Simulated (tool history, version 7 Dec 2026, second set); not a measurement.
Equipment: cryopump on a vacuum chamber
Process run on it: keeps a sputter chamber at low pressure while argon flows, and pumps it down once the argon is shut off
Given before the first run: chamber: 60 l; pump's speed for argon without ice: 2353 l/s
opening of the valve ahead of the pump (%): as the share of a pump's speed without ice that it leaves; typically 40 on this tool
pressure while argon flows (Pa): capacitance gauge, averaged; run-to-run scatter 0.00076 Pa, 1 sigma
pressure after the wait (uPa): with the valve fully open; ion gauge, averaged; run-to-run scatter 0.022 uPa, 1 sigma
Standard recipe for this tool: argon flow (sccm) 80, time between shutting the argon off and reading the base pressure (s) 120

run,hour,argon flow (sccm),time between shutting the argon off and reading the base pressure (s),opening of the valve ahead of the pump (%),pressure while argon flows (Pa),pressure after the wait (uPa)
1,0.0,80,120,40,0.1478,1.48
2,72.5,80,120,40,0.1483,1.56
3,146.3,80,120,40,0.1510,1.64
4,183.4,80,89,40,0.1516,1.74
5,235.6,80,89,40,0.1539,1.88
6,302.0,75,120,40,0.1469,1.76
# hour 325.8: pump warmed up, emptied and cooled again
7,371.3,75,120,40,0.1363,1.60
8,444.2,75,120,17,0.3212,1.64
9,501.3,75,120,17,0.3223,1.73
10,533.2,145,120,40,0.2738,1.75
11,603.6,145,120,40,0.2804,1.80
# hour 669.6: leaking fittings of the chamber tightened, without venting
12,669.6,80,26,40,0.1557,2.38
# hour 730.2: pump warmed up, emptied and cooled again
13,730.2,80,26,40,0.1443,2.32
14,790.4,110,80,52,0.1558,0.90
15,853.7,52,77,22,0.1744,0.95
16,890.3,87,120,53,0.1246,0.71
17,926.6,80,120,20,0.2948,0.70

Consider 3 possible next runs. They are alternatives, not a sequence: every one starts from the tool as it was left by run 17. What does each give?
A,975.8,139,93,40,?,?
B,975.8,72,188,20,?,?
C,975.8,80,120,50,?,?

run,pressure while argon flows (Pa),pressure after the wait (uPa)
A,0.2631,0.90
B,0.2657,0.59
C,0.1235,0.74
Without the tool's hidden state the same runs would have given:
run,pressure while argon flows (Pa),pressure after the wait (uPa)
A,0.2480,0.76
B,0.2578,0.45
C,0.1148,0.60
